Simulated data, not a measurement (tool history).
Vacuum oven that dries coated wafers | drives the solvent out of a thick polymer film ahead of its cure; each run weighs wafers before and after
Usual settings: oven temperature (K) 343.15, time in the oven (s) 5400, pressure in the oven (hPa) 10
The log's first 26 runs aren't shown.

run     day  oven temperature (K)  time in the oven (s)  pressure in the oven (hPa)  hours of work since the thermocouples were calibrated  hours of work since the vacuum gauge was cleaned of residue  solvent left in the film (%)
 27   8.783                343.15                  2880                          10                                                    359                                                          300                          6.08
 28   9.079                343.15                  2880                          10                                                    362                                                          303                           6.1
 29   9.596                343.15                  2880                          10                                                    368                                                          308                          5.97
 30   9.912                351.15                  3780                         6.4                                                    371                                                          312                          2.88
 31  10.329                342.15                  5100                         7.5                                                    375                                                          316                          4.22
 32  10.779                350.15                  3360                         7.6                                                    380                                                          321                          3.65
 33  11.025                343.15                  5400                         9.8                                                    383                                                          324                          4.05
 34  11.408                343.15                  5400                         9.8                                                    387                                                          328                          4.15
 35  11.738                339.15                  9120                         9.8                                                    390                                                          331                          3.86
 36  12.033                330.15                  9120                         9.8                                                    393                                                          334                          6.23
 37  12.358                340.15                  5400                          10                                                    397                                                          338                          4.91
 38   12.65                349.15                  5040                        19.1                                                    400                                                          341                          4.25
 39  13.054                349.15                  5040                        19.1                                                    404                                                          345                          4.35
 40  13.542                348.15                  9480                          30                                                    409                                                          350                          5.47
 41  13.942                341.15                  7980                          30                                                    413                                                          354                          7.89
 42  14.262                339.15                  5400                          10                                                    417                                                          358                          5.41
 43  14.504                339.15                  5400                          10                                                    419                                                          360                          5.28
 44  15.017                339.15                  5400                          10                                                    425                                                          366                          5.24
 45  15.446                353.15                  4020                        35.4                                                    429                                                          370                          5.89
 46  15.821                337.15                  4020                        35.4                                                    433                                                          374                         10.96
 47  16.254                329.15                  3180                         9.1                                                    438                                                          379                          8.58

Forecast each of these 4 alternatives for the next run:
  A  16.7                337.15                  4440                          10                                                    442                                                          383                             ?
  B  16.7                331.15                  3540                          10                                                    442                                                          383                             ?
  C  16.7                355.15                  9420                        12.3                                                    442                                                          383                             ?
  D  16.7                352.15                  6780                          10                                                    442                                                          383                             ?

run  solvent left in the film (%)
  A                          6.42
  B                          8.15
  C                          1.78
  D                          1.93
Without the tool's hidden state the same runs would have given:
run  solvent left in the film (%)
  A                          6.42
  B                          8.14
  C                          1.77
  D                          1.92

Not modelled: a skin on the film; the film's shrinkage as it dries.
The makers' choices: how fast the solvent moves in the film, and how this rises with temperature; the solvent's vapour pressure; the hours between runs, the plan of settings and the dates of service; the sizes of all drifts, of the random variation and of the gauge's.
